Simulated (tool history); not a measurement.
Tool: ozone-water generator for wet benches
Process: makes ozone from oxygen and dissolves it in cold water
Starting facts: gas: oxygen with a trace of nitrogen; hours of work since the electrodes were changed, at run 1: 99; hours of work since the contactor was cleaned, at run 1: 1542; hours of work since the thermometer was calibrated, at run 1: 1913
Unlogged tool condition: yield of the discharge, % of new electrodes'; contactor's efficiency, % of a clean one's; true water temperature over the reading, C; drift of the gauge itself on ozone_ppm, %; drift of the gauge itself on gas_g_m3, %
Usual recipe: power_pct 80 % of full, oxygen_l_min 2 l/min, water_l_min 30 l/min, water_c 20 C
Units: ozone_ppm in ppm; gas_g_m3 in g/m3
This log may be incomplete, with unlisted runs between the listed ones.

run   hour  power_pct  oxygen_l_min  water_l_min  water_c  hours of work since the electrodes were changed  hours of work since the contactor was cleaned  hours of work since the thermometer was calibrated  ozone_ppm  gas_g_m3
  1      0         80             2           30       20                                               99                                           1542                                                1913        8.6     192.4
  2     16         80             2           30       15                                              114                                           1557                                                1928        8.8     192.1
  3   29.6         80             2           30       20                                              127                                           1570                                                1941        8.5     193.3
  4   59.5         80             2           30       26                                              156                                           1598                                                1969        8.2     192.7
  5   83.1         80             2           30       20                                              178                                           1621                                                1992        8.5     193.6
  6   99.1         80             2           46       20                                              193                                           1636                                                2007        5.4     193.8
  7  113.3         80          1.09           46       20                                              207                                           1650                                                2021        4.2     250.8
  8  139.6         80          1.09           46       20                                              232                                           1675                                                2046        4.1     252.2
  9  170.5         80          1.09           46       20                                              262                                           1704                                                2075        4.3     253.7
 10  194.9         80          1.09           46       20                                              285                                           1728                                                2099        4.3     251.9
 11  218.2         80             2           21       20                                              307                                           1750                                                2121       12.1     195.7
 12  241.4         80             2           30       20                                              329                                           1772                                                2143        8.6     193.7
 13  262.1         80             2           30       20                                              349                                           1792                                                2163        8.6     197.9
 14  285.6         80             2           30       20                                              371                                           1814                                                2185        8.7     199.1
     303.8  -- gauge calibrated
 15  313.8         80             2           37       20                                              398                                           1841                                                2212        6.7     190.9
 16    330         80          2.97           30       20                                              414                                           1856                                                2227        9.9     163.5
 17  351.2         80             2           30       19                                              434                                           1877                                                2248        8.5     193.5
 18  367.4         54             2           20       20                                              449                                           1892                                                2263        9.2     146.3
 19  388.1         54             2           20       20                                              469                                           1912                                                2283        9.3     145.3
 20  406.6         80          3.17           30       20                                              487                                           1930                                                2301       10.1     159.6
 21  438.6         65          2.03           30       18                                              517                                           1960                                                2331        7.5     165.8
 22  467.9         65          2.03           30       18                                              545                                           1988                                                2359        7.4     167.1
 23  496.3         65          2.03           30       18                                              573                                           2015                                                2386        7.4     168.5
 24  528.6         65          2.03           30       18                                              603                                           2046                                                2417        7.4     167.3
 25  544.9         65          1.74           30       13                                              619                                           2062                                                2433          7     179.9
 26  558.6         41          1.09           38       25                                              632                                           2075                                                2446        3.1     156.5
 27  577.6         88           3.1           42       18                                              650                                           2093                                                2464          8     176.1
     602.5  -- gauge calibrated
 28  607.6         60          2.87           22       20                                              679                                           2121                                                2492       10.3     132.6
 29  631.2         80             2           44       20                                              701                                           2144                                                2515        5.8     191.3
 30  657.6         73          3.09           26       23                                              726                                           2169                                                2540       10.1     150.7
 31  683.3         73          3.09           26       23                                              751                                           2194                                                2565       10.3       151
 32  709.4         51          3.16           27       14                                              776                                           2219                                                2590        8.3     113.6

Take each entry between the runs: how does the hidden state at the last listed run before it differ from the hidden state at the first listed run after it?
In the gap between runs 14 and 15: gauge calibrated (hour 303.8)
  drift of the gauge itself on gas_g_m3, %: 2.72 -> 0.09
  measured less the result without the state, gas_g_m3: +5.2 -> +0.1 g/m3
In the gap between runs 27 and 28: gauge calibrated (hour 602.5)
  drift of the gauge itself on gas_g_m3, %: 2.6 -> 0.05
  measured less the result without the state, gas_g_m3: +4.5 -> +0 g/m3
